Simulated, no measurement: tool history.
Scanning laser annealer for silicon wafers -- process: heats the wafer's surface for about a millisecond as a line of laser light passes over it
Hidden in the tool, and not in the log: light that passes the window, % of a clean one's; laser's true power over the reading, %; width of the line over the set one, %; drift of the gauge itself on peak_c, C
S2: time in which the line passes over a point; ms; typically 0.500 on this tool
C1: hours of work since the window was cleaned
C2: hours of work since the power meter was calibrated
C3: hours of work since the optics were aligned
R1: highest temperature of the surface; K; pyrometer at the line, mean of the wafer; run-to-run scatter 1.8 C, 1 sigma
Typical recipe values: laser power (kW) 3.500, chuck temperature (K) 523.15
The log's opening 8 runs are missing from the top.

Run 9, day 6.979: usual settings but chuck temperature (K) 495.15; C1 358; C2 157; C3 569. Result: R1 1238.15 K.
Run 10, day 7.521: usual settings but chuck temperature (K) 495.15; C1 367; C2 165; C3 578. Result: R1 1237.15 K.
Run 11, day 8.508: usual settings but S2 0.588 ms; C1 383; C2 182; C3 594. Result: R1 1331.15 K.
Run 12, day 9.338: usual settings but S2 0.588 ms; C1 396; C2 195; C3 608. Result: R1 1326.15 K.
Run 13, day 10.012: usual settings but S2 0.588 ms; C1 408; C2 206; C3 619. Result: R1 1326.15 K.
Run 14, day 10.808: usual settings but S2 0.588 ms; C1 421; C2 219; C3 632. Result: R1 1325.15 K.
Run 15, day 11.621: usual settings but S2 0.588 ms; C1 434; C2 233; C3 645. Result: R1 1328.15 K.
Run 16, day 12.642: usual settings; C1 451; C2 249; C3 662. Result: R1 1264.15 K.
Run 17, day 13.450: usual settings; C1 464; C2 263; C3 675. Result: R1 1260.15 K.
Run 18, day 14.596: usual settings but S2 0.542 ms; C1 483; C2 281; C3 694. Result: R1 1292.15 K.
Run 19, day 15.504: usual settings but S2 0.542 ms; C1 498; C2 296; C3 709. Result: R1 1293.15 K.
Run 20, day 16.154: usual settings but S2 0.542 ms; C1 508; C2 307; C3 719. Result: R1 1287.15 K.

Predict the results of run 21:
Run 21, day 16.671: usual settings but laser power (kW) 3.004, chuck temperature (K) 556.15; C1 517; C2 315; C3 728. Result: R1 ?.

{"run 21": {"R1": 1168.15}}
Take away the tool's hidden state, keep the run-to-run variation as it was, and the same run would have given R1 1193.15 K.
